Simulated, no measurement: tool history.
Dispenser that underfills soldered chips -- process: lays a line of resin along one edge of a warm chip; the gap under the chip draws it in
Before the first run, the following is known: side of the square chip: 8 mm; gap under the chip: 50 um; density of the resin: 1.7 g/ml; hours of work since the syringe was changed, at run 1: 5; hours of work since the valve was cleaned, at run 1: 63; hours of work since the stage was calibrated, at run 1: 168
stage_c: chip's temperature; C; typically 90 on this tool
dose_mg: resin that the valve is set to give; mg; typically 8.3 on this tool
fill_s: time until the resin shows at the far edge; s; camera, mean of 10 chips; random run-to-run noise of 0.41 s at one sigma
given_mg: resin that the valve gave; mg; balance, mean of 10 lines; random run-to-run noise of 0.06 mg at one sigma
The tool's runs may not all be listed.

| run | hour | stage_c | dose_mg | hours of work since the syringe was changed | hours of work since the valve was cleaned | hours of work since the stage was calibrated | fill_s | given_mg |
|---|---|---|---|---|---|---|---|---|
| 1 | 0 | 90 | 8.3 | 5 | 63 | 168 | 35.6 | 7.92 |
| 2 | 2.7 | 90 | 9.29 | 7 | 66 | 170 | 39 | 8.75 |
|  | 6.2 | new syringe of resin |
| 3 | 8.2 | 90 | 9.29 | 2 | 70 | 174 | 29.8 | 8.79 |
| 4 | 12.6 | 90 | 9.29 | 5 | 73 | 177 | 35.7 | 8.74 |
| 5 | 17 | 90 | 9.29 | 9 | 77 | 181 | 43.4 | 8.89 |
|  | 18.7 | new syringe of resin |
| 6 | 20.2 | 90 | 9.29 | 1 | 79 | 183 | 28.1 | 8.7 |
| 7 | 24.2 | 84 | 9.29 | 4 | 82 | 186 | 42.7 | 8.78 |
| 8 | 29 | 84 | 9.29 | 8 | 86 | 190 | 52.7 | 8.77 |
|  | 31.3 | new syringe of resin |
| 9 | 33.9 | 84 | 9.29 | 2 | 90 | 194 | 37 | 8.61 |
| 10 | 37.1 | 85 | 8.3 | 5 | 92 | 196 | 41.9 | 7.77 |
| 11 | 40.7 | 85 | 8.3 | 7 | 95 | 199 | 50.6 | 7.71 |
|  | 43.8 | new syringe of resin |
| 12 | 45 | 85 | 8.3 | 1 | 98 | 202 | 33.8 | 7.71 |
| 13 | 49.8 | 89 | 9.68 | 5 | 102 | 206 | 36 | 8.95 |
| 14 | 53.2 | 99 | 7.91 | 7 | 105 | 209 | 29.8 | 7.23 |
|  | 55.2 | dispensing valve cleaned and set on the balance |
|  | 57.3 | new syringe of resin |
| 15 | 57.9 | 99 | 7.61 | 0 | 2 | 211 | 19.6 | 7.6 |

Each row is a separate what-if for the run after 15, all from the same tool condition, not one after another. Results?
| A | 61.7 | 100 | 7.73 | 3 | 5 | 214 | ? | ? |
| B | 61.7 | 98 | 7.61 | 3 | 5 | 214 | ? | ? |
| C | 61.7 | 81 | 8.66 | 3 | 5 | 214 | ? | ? |
| D | 61.7 | 88 | 8.07 | 3 | 5 | 214 | ? | ? |
| E | 61.7 | 76 | 8.3 | 3 | 5 | 214 | ? | ? |

| run | fill_s | given_mg |
|---|---|---|
| A | 22.6 | 7.66 |
| B | 24 | 7.66 |
| C | 44.7 | 8.58 |
| D | 33.9 | 8.06 |
| E | 54.4 | 8.36 |
Without the tool's hidden state the same runs would have given:
| run | fill_s | given_mg |
|---|---|---|
| A | 19.7 | 7.67 |
| B | 20.9 | 7.67 |
| C | 39.2 | 8.59 |
| D | 29.7 | 8.07 |
| E | 47.8 | 8.37 |

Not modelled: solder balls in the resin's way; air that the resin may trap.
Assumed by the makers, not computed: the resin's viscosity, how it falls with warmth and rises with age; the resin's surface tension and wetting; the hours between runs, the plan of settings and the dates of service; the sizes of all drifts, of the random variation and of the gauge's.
